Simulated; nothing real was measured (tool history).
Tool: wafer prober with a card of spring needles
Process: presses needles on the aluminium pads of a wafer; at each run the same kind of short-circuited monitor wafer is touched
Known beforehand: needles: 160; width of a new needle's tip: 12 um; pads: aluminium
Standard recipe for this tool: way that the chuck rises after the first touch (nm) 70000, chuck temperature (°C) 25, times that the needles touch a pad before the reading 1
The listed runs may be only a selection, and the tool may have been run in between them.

run	day	way that the chuck rises after the first touch (nm)	chuck temperature (°C)	times that the needles touch a pad before the reading	resistance of one needle with its contact and lead (mohm)	way that a needle slides on the pad (nm)
1	0.000	70000	25	1	271	14770
# day 0.542: tips cleaned on abrasive film
2	0.867	70000	25	1	279	14720
# day 1.238: tips cleaned on abrasive film
3	1.629	70000	25	1	280	14760
# day 1.871: tips cleaned on abrasive film
# day 2.488: tips cleaned on abrasive film
4	2.575	70000	25	1	273	14720
# day 3.062: tips cleaned on abrasive film
5	3.246	70000	25	1	275	14710
# day 3.704: tips cleaned on abrasive film
# day 4.325: tips cleaned on abrasive film
6	4.350	70000	25	1	272	14700
# day 4.950: tips cleaned on abrasive film
# day 5.529: tips cleaned on abrasive film
7	5.529	70000	25	1	276	14630
# day 6.129: tips cleaned on abrasive film
8	6.583	70000	25	1	281	14590
# day 6.700: tips cleaned on abrasive film
# day 7.350: tips cleaned on abrasive film
9	7.400	70000	47	1	279	14690
# day 8.012: tips cleaned on abrasive film
10	8.333	70000	47	1	283	14600
# day 8.617: tips cleaned on abrasive film
# day 9.267: tips cleaned on abrasive film
11	9.271	70000	31	1	275	14650
# day 9.938: tips cleaned on abrasive film
12	9.983	70000	31	1	279	14540
# day 10.533: tips cleaned on abrasive film
13	10.942	74000	37	1	287	15410

Expected results for the next run?
# day 11.079: height of the first contact set anew
# day 11.196: tips cleaned on abrasive film
# day 11.817: tips cleaned on abrasive film
14	11.942	74000	37	1	?	?

resistance of one needle with its contact and lead (mohm): 276
way that a needle slides on the pad (nm): 15780
With the hidden condition absent and the run-to-run variation left alone, this run would have shown resistance of one needle with its contact and lead (mohm) 274, way that a needle slides on the pad (nm) 15810.
